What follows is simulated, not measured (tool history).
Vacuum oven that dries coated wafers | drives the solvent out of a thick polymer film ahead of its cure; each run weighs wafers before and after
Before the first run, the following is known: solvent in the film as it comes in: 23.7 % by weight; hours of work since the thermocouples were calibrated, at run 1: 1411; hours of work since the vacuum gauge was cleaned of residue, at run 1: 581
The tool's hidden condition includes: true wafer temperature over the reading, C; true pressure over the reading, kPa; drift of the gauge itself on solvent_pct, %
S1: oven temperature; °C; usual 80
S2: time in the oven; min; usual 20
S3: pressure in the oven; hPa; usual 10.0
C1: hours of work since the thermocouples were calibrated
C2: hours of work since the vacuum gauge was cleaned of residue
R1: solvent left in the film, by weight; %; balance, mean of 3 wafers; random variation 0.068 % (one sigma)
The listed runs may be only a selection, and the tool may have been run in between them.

run 1 day=0.000 | S1=80 S2=20 S3=10.0 | C1=1411 C2=581 | R1=3.85
run 2 day=2.558 | S1=80 S2=20 S3=10.0 | C1=1451 C2=621 | R1=3.88
run 3 day=4.783 | S1=80 S2=21 S3=10.0 | C1=1485 C2=655 | R1=3.57
run 4 day=7.671 | S1=80 S2=21 S3=26.7 | C1=1530 C2=700 | R1=4.49
run 5 day=11.033 | S1=80 S2=21 S3=26.7 | C1=1582 C2=753 | R1=4.45
run 6 day=13.250 | S1=80 S2=21 S3=26.7 | C1=1617 C2=787 | R1=4.55
run 7 day=15.696 | S1=80 S2=28 S3=10.0 | C1=1655 C2=825 | R1=2.28
-- day=17.988 oven's thermocouples calibrated
run 8 day=18.129 | S1=80 S2=20 S3=10.0 | C1=2 C2=862 | R1=4.66
run 9 day=20.975 | S1=80 S2=20 S3=10.0 | C1=46 C2=906 | R1=4.61
run 10 day=24.704 | S1=80 S2=20 S3=10.0 | C1=104 C2=964 | R1=4.67
run 11 day=27.692 | S1=91 S2=20 S3=10.0 | C1=151 C2=1010 | R1=1.64
run 12 day=30.779 | S1=91 S2=20 S3=10.0 | C1=199 C2=1058 | R1=1.59
-- day=31.175 vacuum gauge cleaned of residue and calibrated
run 13 day=34.792 | S1=91 S2=20 S3=10.0 | C1=260 C2=56 | R1=1.73
run 14 day=37.954 | S1=80 S2=20 S3=11.4 | C1=309 C2=105 | R1=4.58
run 15 day=41.462 | S1=80 S2=20 S3=11.4 | C1=364 C2=160 | R1=4.67
-- day=42.792 vacuum gauge cleaned of residue and calibrated, once more
run 16 day=45.512 | S1=80 S2=20 S3=11.4 | C1=426 C2=42 | R1=4.17
run 17 day=49.433 | S1=80 S2=20 S3=11.4 | C1=487 C2=103 | R1=4.22
run 18 day=52.192 | S1=80 S2=20 S3=11.4 | C1=530 C2=146 | R1=4.18
run 19 day=55.733 | S1=80 S2=20 S3=11.4 | C1=585 C2=201 | R1=4.31
run 20 day=59.788 | S1=80 S2=20 S3=11.4 | C1=648 C2=264 | R1=4.13
run 21 day=63.725 | S1=80 S2=20 S3=10.0 | C1=709 C2=325 | R1=4.10
run 22 day=66.442 | S1=80 S2=17 S3=10.0 | C1=751 C2=368 | R1=5.04
run 23 day=69.650 | S1=80 S2=20 S3=29.5 | C1=801 C2=417 | R1=5.11
run 24 day=72.296 | S1=80 S2=20 S3=8.6 | C1=842 C2=458 | R1=3.94
run 25 day=74.400 | S1=80 S2=20 S3=8.6 | C1=875 C2=491 | R1=3.90
run 26 day=78.521 | S1=91 S2=21 S3=9.0 | C1=939 C2=555 | R1=1.21
run 27 day=82.375 | S1=91 S2=21 S3=7.8 | C1=999 C2=615 | R1=1.22
run 28 day=85.042 | S1=73 S2=12 S3=14.7 | C1=1040 C2=657 | R1=10.21
run 29 day=89.308 | S1=73 S2=12 S3=14.7 | C1=1106 C2=723 | R1=10.04
run 30 day=92.554 | S1=78 S2=13 S3=14.7 | C1=1157 C2=773 | R1=7.51
run 31 day=96.683 | S1=72 S2=22 S3=14.7 | C1=1221 C2=837 | R1=6.31
run 32 day=99.029 | S1=72 S2=22 S3=14.7 | C1=1257 C2=874 | R1=6.41
run 33 day=102.733 | S1=71 S2=33 S3=10.0 | C1=1315 C2=931 | R1=4.08
run 34 day=107.054 | S1=78 S2=14 S3=6.3 | C1=1382 C2=999 | R1=6.43
run 35 day=109.225 | S1=81 S2=11 S3=8.8 | C1=1416 C2=1032 | R1=7.21
run 36 day=111.004 | S1=74 S2=11 S3=6.4 | C1=1443 C2=1060 | R1=9.49
run 37 day=115.296 | S1=86 S2=20 S3=23.2 | C1=1510 C2=1127 | R1=2.69
run 38 day=117.112 | S1=86 S2=20 S3=23.2 | C1=1538 C2=1155 | R1=2.76
run 39 day=120.788 | S1=70 S2=18 S3=20.3 | C1=1595 C2=1212 | R1=8.76
-- day=123.012 vacuum gauge cleaned of residue and calibrated
run 40 day=125.108 | S1=80 S2=20 S3=7.5 | C1=1662 C2=33 | R1=3.37
-- day=126.738 oven's thermocouples calibrated
run 41 day=128.488 | S1=80 S2=20 S3=7.0 | C1=27 C2=84 | R1=4.45
run 42 day=132.183 | S1=74 S2=20 S3=38.7 | C1=85 C2=141 | R1=8.67
run 43 day=135.258 | S1=93 S2=20 S3=14.5 | C1=132 C2=189 | R1=1.46

Here are 3 independent what-if runs from the current tool condition. What would each one return?
run A day=137.162 | S1=93 S2=25 S3=14.5 | C1=162 C2=219 | R1=?
run B day=137.162 | S1=80 S2=20 S3=26.1 | C1=162 C2=219 | R1=?
run C day=137.162 | S1=93 S2=28 S3=5.7 | C1=162 C2=219 | R1=?

run=A R1=1.02
run=B R1=5.58
run=C R1=0.48
With no hidden state in the tool, these same runs would have given:
run=A R1=1.02
run=B R1=5.69
run=C R1=0.47
